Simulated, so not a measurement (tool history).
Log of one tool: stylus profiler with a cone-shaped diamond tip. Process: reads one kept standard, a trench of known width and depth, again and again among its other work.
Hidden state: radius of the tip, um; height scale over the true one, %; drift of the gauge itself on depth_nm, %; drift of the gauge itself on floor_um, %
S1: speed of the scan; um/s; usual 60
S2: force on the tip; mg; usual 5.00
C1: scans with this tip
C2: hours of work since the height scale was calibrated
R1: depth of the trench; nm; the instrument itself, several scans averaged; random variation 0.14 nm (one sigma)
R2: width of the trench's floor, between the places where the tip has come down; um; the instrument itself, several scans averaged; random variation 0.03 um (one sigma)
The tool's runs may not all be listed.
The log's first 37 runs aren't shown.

{"run": 38, "hour": 421.8, "S1": 151, "S2": 2.61, "C1": 2609, "C2": 531, "R1": 507.8, "R2": 15.04}
{"run": 39, "hour": 437.9, "S1": 31, "S2": 2.46, "C1": 2653, "C2": 539, "R1": 507.36, "R2": 15.51}
{"run": 40, "hour": 454.1, "S1": 31, "S2": 2.46, "C1": 2696, "C2": 548, "R1": 507.47, "R2": 15.49}
{"run": 41, "hour": 465.6, "S1": 124, "S2": 2.13, "C1": 2727, "C2": 555, "R1": 506.97, "R2": 15.06}
{"run": 42, "hour": 478.8, "S1": 124, "S2": 2.13, "C1": 2762, "C2": 562, "R1": 506.76, "R2": 15.1}
{"run": 43, "hour": 487.0, "S1": 124, "S2": 2.13, "C1": 2784, "C2": 566, "R1": 506.74, "R2": 15.12}
{"run": 44, "hour": 498.3, "S1": 124, "S2": 2.13, "C1": 2815, "C2": 572, "R1": 506.83, "R2": 15.06}
{"run": 45, "hour": 514.1, "S1": 38, "S2": 2.49, "C1": 2858, "C2": 581, "R1": 507.67, "R2": 15.45}
{"run": 46, "hour": 525.8, "S1": 37, "S2": 3.53, "C1": 2889, "C2": 587, "R1": 509.5, "R2": 15.49}

3 ways to go on from here, each from the tool as it stands after run 46. What would each give?
{"run": "A", "hour": 536.3, "S1": 21, "S2": 5.0, "C1": 2917, "C2": 593, "R1": "?", "R2": "?"}
{"run": "B", "hour": 536.3, "S1": 39, "S2": 12.55, "C1": 2917, "C2": 593, "R1": "?", "R2": "?"}
{"run": "C", "hour": 536.3, "S1": 36, "S2": 12.75, "C1": 2917, "C2": 593, "R1": "?", "R2": "?"}

run=A R1=511.98 R2=15.57
run=B R1=522.71 R2=15.56
run=C R1=522.74 R2=15.51
Without the tool's hidden state the same runs would have given:
run=A R1=511.99 R2=15.57
run=B R1=522.71 R2=15.56
run=C R1=522.75 R2=15.51
